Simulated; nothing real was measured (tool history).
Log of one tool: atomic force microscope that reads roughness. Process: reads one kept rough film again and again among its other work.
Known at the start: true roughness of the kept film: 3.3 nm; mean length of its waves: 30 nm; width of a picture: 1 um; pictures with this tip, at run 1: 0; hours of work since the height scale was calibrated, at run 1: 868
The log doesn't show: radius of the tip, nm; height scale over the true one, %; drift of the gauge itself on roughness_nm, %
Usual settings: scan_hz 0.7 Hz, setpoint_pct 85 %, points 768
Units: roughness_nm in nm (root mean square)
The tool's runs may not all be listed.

run,hour,scan_hz,setpoint_pct,points,pictures with this tip,hours of work since the height scale was calibrated,roughness_nm
1,0,0.7,85,768,0,868,2.951
2,46.9,0.7,85,768,53,891,2.851
3,75.4,0.7,85,768,86,906,2.795
4,103.3,0.649,85,768,118,920,2.736
5,135.3,0.649,85,768,154,936,2.685
# hour 143.3: new tip fitted
6,160,0.7,85,500,19,948,2.918
7,196.8,0.7,85,768,61,967,2.833
8,230.7,0.7,85,768,100,984,2.781
9,265.1,0.7,85,768,139,1002,2.713
# hour 285: new tip fitted
10,304.4,0.7,85,768,22,1021,2.899
11,352.8,0.7,85,768,78,1046,2.798
12,388.7,1.957,56,768,119,1064,2.738
13,419.6,1.831,59,768,154,1079,2.682
# hour 427.7: new tip fitted
14,456.6,0.512,88,565,33,1098,2.899
15,488.3,1.238,73,565,69,1114,2.823
16,510.7,1.418,80,312,95,1125,2.715
17,546.7,1.418,80,312,136,1143,2.645
# hour 569: new tip fitted
18,584.5,1.418,80,312,17,1162,2.82
19,619.3,1.048,74,330,57,1180,2.827
20,649,0.738,60,768,91,1195,2.821
21,680.9,0.738,60,768,128,1211,2.76
# hour 712.6: new tip fitted
22,728.5,1.157,56,387,18,1235,2.946

The same runs without the tool's hidden state, with the same run-to-run variation:
run,roughness_nm
1,2.972
2,2.972
3,2.98
4,2.971
5,2.982
6,2.982
7,2.972
8,2.993
9,2.993
10,2.99
11,2.994
12,3.009
13,3.018
14,3
15,2.989
16,2.919
17,2.918
18,2.894
19,2.978
20,3.036
21,3.043
22,3.018
